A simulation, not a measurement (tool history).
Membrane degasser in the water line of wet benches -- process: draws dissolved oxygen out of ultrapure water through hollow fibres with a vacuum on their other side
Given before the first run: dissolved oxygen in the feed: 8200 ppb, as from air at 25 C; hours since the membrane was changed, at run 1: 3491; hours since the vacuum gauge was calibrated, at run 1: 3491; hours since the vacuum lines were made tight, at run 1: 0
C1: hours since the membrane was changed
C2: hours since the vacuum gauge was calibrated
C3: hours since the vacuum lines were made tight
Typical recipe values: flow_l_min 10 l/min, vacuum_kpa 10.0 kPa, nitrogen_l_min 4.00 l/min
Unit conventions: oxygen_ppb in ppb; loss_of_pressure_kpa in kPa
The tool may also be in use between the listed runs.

run 1 hour=0.0 | flow_l_min=10 vacuum_kpa=10.0 nitrogen_l_min=4.00 | C1=3491 C2=3491 C3=0 | oxygen_ppb=199.9 loss_of_pressure_kpa=58.85
run 2 hour=49.5 | flow_l_min=10 vacuum_kpa=10.0 nitrogen_l_min=4.00 | C1=3541 C2=3541 C3=50 | oxygen_ppb=197.9 loss_of_pressure_kpa=58.76
run 3 hour=129.9 | flow_l_min=10 vacuum_kpa=10.0 nitrogen_l_min=4.00 | C1=3621 C2=3621 C3=130 | oxygen_ppb=195.9 loss_of_pressure_kpa=58.77
run 4 hour=211.1 | flow_l_min=10 vacuum_kpa=10.0 nitrogen_l_min=4.00 | C1=3703 C2=3703 C3=211 | oxygen_ppb=197.9 loss_of_pressure_kpa=58.70
run 5 hour=289.5 | flow_l_min=10 vacuum_kpa=10.0 nitrogen_l_min=4.00 | C1=3781 C2=3781 C3=290 | oxygen_ppb=200.0 loss_of_pressure_kpa=58.43
run 6 hour=384.8 | flow_l_min=10 vacuum_kpa=10.0 nitrogen_l_min=4.00 | C1=3876 C2=3876 C3=385 | oxygen_ppb=199.1 loss_of_pressure_kpa=58.65
run 7 hour=431.8 | flow_l_min=10 vacuum_kpa=10.0 nitrogen_l_min=4.00 | C1=3923 C2=3923 C3=432 | oxygen_ppb=193.9 loss_of_pressure_kpa=59.00
run 8 hour=518.2 | flow_l_min=10 vacuum_kpa=10.0 nitrogen_l_min=4.00 | C1=4010 C2=4010 C3=518 | oxygen_ppb=200.1 loss_of_pressure_kpa=58.47
run 9 hour=603.8 | flow_l_min=10 vacuum_kpa=10.0 nitrogen_l_min=4.00 | C1=4095 C2=4095 C3=604 | oxygen_ppb=198.4 loss_of_pressure_kpa=58.40
run 10 hour=685.8 | flow_l_min=10 vacuum_kpa=19.8 nitrogen_l_min=4.00 | C1=4177 C2=4177 C3=686 | oxygen_ppb=254.5 loss_of_pressure_kpa=58.45
run 11 hour=783.9 | flow_l_min=10 vacuum_kpa=19.8 nitrogen_l_min=4.00 | C1=4275 C2=4275 C3=784 | oxygen_ppb=255.5 loss_of_pressure_kpa=58.45
run 12 hour=851.8 | flow_l_min=10 vacuum_kpa=19.8 nitrogen_l_min=4.00 | C1=4343 C2=4343 C3=852 | oxygen_ppb=256.3 loss_of_pressure_kpa=58.78
run 13 hour=902.0 | flow_l_min=10 vacuum_kpa=10.0 nitrogen_l_min=4.00 | C1=4393 C2=4393 C3=902 | oxygen_ppb=198.9 loss_of_pressure_kpa=57.88
run 14 hour=987.6 | flow_l_min=10 vacuum_kpa=10.0 nitrogen_l_min=4.00 | C1=4479 C2=4479 C3=988 | oxygen_ppb=194.7 loss_of_pressure_kpa=58.24
-- hour=1055.2 vacuum gauge calibrated
run 15 hour=1090.5 | flow_l_min=10 vacuum_kpa=10.0 nitrogen_l_min=4.00 | C1=4581 C2=35 C3=1090 | oxygen_ppb=197.0 loss_of_pressure_kpa=58.28
run 16 hour=1180.5 | flow_l_min=16 vacuum_kpa=10.0 nitrogen_l_min=4.00 | C1=4671 C2=125 C3=1180 | oxygen_ppb=505.3 loss_of_pressure_kpa=92.78
run 17 hour=1239.2 | flow_l_min=16 vacuum_kpa=6.0 nitrogen_l_min=4.85 | C1=4730 C2=184 C3=1239 | oxygen_ppb=460.9 loss_of_pressure_kpa=92.92
run 18 hour=1340.1 | flow_l_min=16 vacuum_kpa=6.0 nitrogen_l_min=4.85 | C1=4831 C2=285 C3=1340 | oxygen_ppb=460.3 loss_of_pressure_kpa=92.86
run 19 hour=1392.3 | flow_l_min=16 vacuum_kpa=6.0 nitrogen_l_min=4.85 | C1=4883 C2=337 C3=1392 | oxygen_ppb=463.8 loss_of_pressure_kpa=93.20
run 20 hour=1478.5 | flow_l_min=13 vacuum_kpa=7.2 nitrogen_l_min=1.97 | C1=4969 C2=423 C3=1478 | oxygen_ppb=351.5 loss_of_pressure_kpa=76.02
run 21 hour=1564.5 | flow_l_min=13 vacuum_kpa=7.2 nitrogen_l_min=1.97 | C1=5055 C2=509 C3=1564 | oxygen_ppb=346.6 loss_of_pressure_kpa=75.23
run 22 hour=1612.8 | flow_l_min=7 vacuum_kpa=17.5 nitrogen_l_min=3.71 | C1=5104 C2=558 C3=1612 | oxygen_ppb=121.6 loss_of_pressure_kpa=40.80
run 23 hour=1710.2 | flow_l_min=10 vacuum_kpa=10.0 nitrogen_l_min=4.08 | C1=5201 C2=655 C3=1710 | oxygen_ppb=197.4 loss_of_pressure_kpa=58.20
run 24 hour=1812.5 | flow_l_min=10 vacuum_kpa=10.0 nitrogen_l_min=4.08 | C1=5303 C2=757 C3=1812 | oxygen_ppb=197.9 loss_of_pressure_kpa=57.95
run 25 hour=1909.9 | flow_l_min=13 vacuum_kpa=10.0 nitrogen_l_min=2.20 | C1=5401 C2=855 C3=1909 | oxygen_ppb=382.3 loss_of_pressure_kpa=75.56
run 26 hour=1989.4 | flow_l_min=14 vacuum_kpa=9.1 nitrogen_l_min=7.49 | C1=5480 C2=934 C3=1989 | oxygen_ppb=362.2 loss_of_pressure_kpa=81.13
run 27 hour=2058.5 | flow_l_min=14 vacuum_kpa=9.1 nitrogen_l_min=7.49 | C1=5549 C2=1003 C3=2058 | oxygen_ppb=362.5 loss_of_pressure_kpa=80.83
run 28 hour=2152.4 | flow_l_min=12 vacuum_kpa=13.1 nitrogen_l_min=5.42 | C1=5643 C2=1097 C3=2152 | oxygen_ppb=293.6 loss_of_pressure_kpa=69.53
run 29 hour=2213.4 | flow_l_min=12 vacuum_kpa=13.1 nitrogen_l_min=5.42 | C1=5704 C2=1158 C3=2213 | oxygen_ppb=295.8 loss_of_pressure_kpa=69.33
run 30 hour=2255.1 | flow_l_min=10 vacuum_kpa=9.0 nitrogen_l_min=5.42 | C1=5746 C2=1200 C3=2255 | oxygen_ppb=185.0 loss_of_pressure_kpa=57.25
run 31 hour=2351.7 | flow_l_min=9 vacuum_kpa=12.1 nitrogen_l_min=7.10 | C1=5843 C2=1296 C3=2351 | oxygen_ppb=147.1 loss_of_pressure_kpa=51.60

Consider 5 possible next runs. They are alternatives, not a sequence: every one starts from the tool as it was left by run 31. What does each give?
run A hour=2403.7 | flow_l_min=10 vacuum_kpa=6.4 nitrogen_l_min=4.07 | C1=5895 C2=1348 C3=2403 | oxygen_ppb=? loss_of_pressure_kpa=?
run B hour=2403.7 | flow_l_min=14 vacuum_kpa=6.7 nitrogen_l_min=7.10 | C1=5895 C2=1348 C3=2403 | oxygen_ppb=? loss_of_pressure_kpa=?
run C hour=2403.7 | flow_l_min=9 vacuum_kpa=12.1 nitrogen_l_min=4.32 | C1=5895 C2=1348 C3=2403 | oxygen_ppb=? loss_of_pressure_kpa=?
run D hour=2403.7 | flow_l_min=11 vacuum_kpa=15.1 nitrogen_l_min=7.10 | C1=5895 C2=1348 C3=2403 | oxygen_ppb=? loss_of_pressure_kpa=?
run E hour=2403.7 | flow_l_min=10 vacuum_kpa=11.3 nitrogen_l_min=3.09 | C1=5895 C2=1348 C3=2403 | oxygen_ppb=? loss_of_pressure_kpa=?

run=A oxygen_ppb=175.0 loss_of_pressure_kpa=57.40
run=B oxygen_ppb=354.5 loss_of_pressure_kpa=80.60
run=C oxygen_ppb=166.3 loss_of_pressure_kpa=51.99
run=D oxygen_ppb=240.2 loss_of_pressure_kpa=63.68
run=E oxygen_ppb=218.6 loss_of_pressure_kpa=57.55
With no hidden state in the tool, these same runs would have given:
run=A oxygen_ppb=174.7 loss_of_pressure_kpa=58.66
run=B oxygen_ppb=354.0 loss_of_pressure_kpa=82.36
run=C oxygen_ppb=166.0 loss_of_pressure_kpa=53.13
run=D oxygen_ppb=239.8 loss_of_pressure_kpa=65.07
run=E oxygen_ppb=218.3 loss_of_pressure_kpa=58.81
